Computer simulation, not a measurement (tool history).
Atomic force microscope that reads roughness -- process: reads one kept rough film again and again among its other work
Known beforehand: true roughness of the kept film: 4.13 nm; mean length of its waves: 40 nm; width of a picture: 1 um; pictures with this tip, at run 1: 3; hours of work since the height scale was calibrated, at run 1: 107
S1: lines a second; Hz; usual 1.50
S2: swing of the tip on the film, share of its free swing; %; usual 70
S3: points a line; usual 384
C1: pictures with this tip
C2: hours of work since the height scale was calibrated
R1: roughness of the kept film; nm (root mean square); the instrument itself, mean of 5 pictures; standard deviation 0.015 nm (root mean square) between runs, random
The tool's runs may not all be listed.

| run | hour | S1 | S2 | S3 | C1 | C2 | R1 |
|---|---|---|---|---|---|---|---|
| 1 | 0.0 | 1.50 | 70 | 384 | 3 | 107 | 3.600 |
| 2 | 9.7 | 1.50 | 70 | 384 | 17 | 112 | 3.559 |
| 3 | 15.1 | 1.50 | 70 | 384 | 25 | 115 | 3.532 |
| 4 | 23.2 | 1.50 | 70 | 384 | 36 | 119 | 3.469 |
| 5 | 28.7 | 1.50 | 70 | 823 | 44 | 122 | 3.436 |
| 6 | 37.4 | 1.50 | 70 | 823 | 57 | 127 | 3.394 |
| 7 | 43.1 | 1.50 | 70 | 823 | 65 | 130 | 3.354 |
| 8 | 48.8 | 1.50 | 70 | 823 | 74 | 133 | 3.323 |
| 9 | 55.4 | 1.04 | 70 | 514 | 83 | 136 | 3.312 |
| 10 | 63.2 | 1.04 | 70 | 514 | 95 | 141 | 3.267 |
|  | 64.8 | height scale calibrated on a step standard |
| 11 | 71.4 | 1.04 | 73 | 514 | 105 | 3 | 3.230 |
| 12 | 78.7 | 1.56 | 80 | 514 | 115 | 7 | 3.055 |

Predict the results of run 13:
| 13 | 88.0 | 1.57 | 90 | 346 | 129 | 12 | ? |

R1: 2.867 nm (root mean square)
If the tool had no hidden condition, the same run with the same run-to-run variation would have returned R1 3.402 nm (root mean square).
